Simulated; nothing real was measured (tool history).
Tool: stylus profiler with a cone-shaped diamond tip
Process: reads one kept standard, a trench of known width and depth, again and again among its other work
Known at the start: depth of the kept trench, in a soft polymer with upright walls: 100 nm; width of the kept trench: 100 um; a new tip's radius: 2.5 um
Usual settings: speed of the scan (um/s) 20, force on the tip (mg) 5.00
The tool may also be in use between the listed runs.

run	day	speed of the scan (um/s)	force on the tip (mg)	depth of the trench (nm)	width of the trench's floor (nm)
1	0.000	20	5.00	102.81	98440
2	0.671	20	5.00	102.82	98430
3	1.433	20	5.00	102.83	98440
4	1.988	20	5.00	102.84	98420
5	2.883	20	5.00	102.84	98470
6	3.738	20	5.00	102.84	98420
7	4.300	20	5.00	102.85	98430
8	4.908	20	5.00	102.84	98410
9	5.708	30	5.00	102.83	98350
10	6.300	60	5.00	102.87	98230
11	7.238	60	5.00	102.87	98170
12	8.083	72	6.20	103.25	98250
13	9.300	21	5.55	103.02	98420
14	10.133	8	10.48	104.59	98480
15	11.100	29	7.21	103.59	98360
16	12.258	29	7.21	103.60	98400
17	13.025	29	7.21	103.61	98370
18	13.821	29	7.21	103.64	98450
19	14.496	26	10.02	104.45	98430
20	15.562	26	10.02	104.44	98450
21	16.250	7	11.92	104.99	98500

Measured less the same run without the tool's hidden state. The same run-to-run variation is in both; the gauge's scatter may not be:
The hidden state here: radius of the tip, um; height scale over the true one, %; drift of the gauge itself on depth_nm, %; drift of the gauge itself on floor_um, %.
run	depth of the trench (nm)	width of the trench's floor (nm)
1	+0.17	-50
2	+0.18	-60
3	+0.18	-60
4	+0.18	-70
5	+0.19	-70
6	+0.19	-70
7	+0.20	-70
8	+0.19	-70
9	+0.20	-80
10	+0.21	-70
11	+0.20	-80
12	+0.21	-80
13	+0.22	-80
14	+0.22	-80
15	+0.23	-90
16	+0.23	-90
17	+0.24	-90
18	+0.24	-100
19	+0.25	-100
20	+0.25	-100
21	+0.25	-100
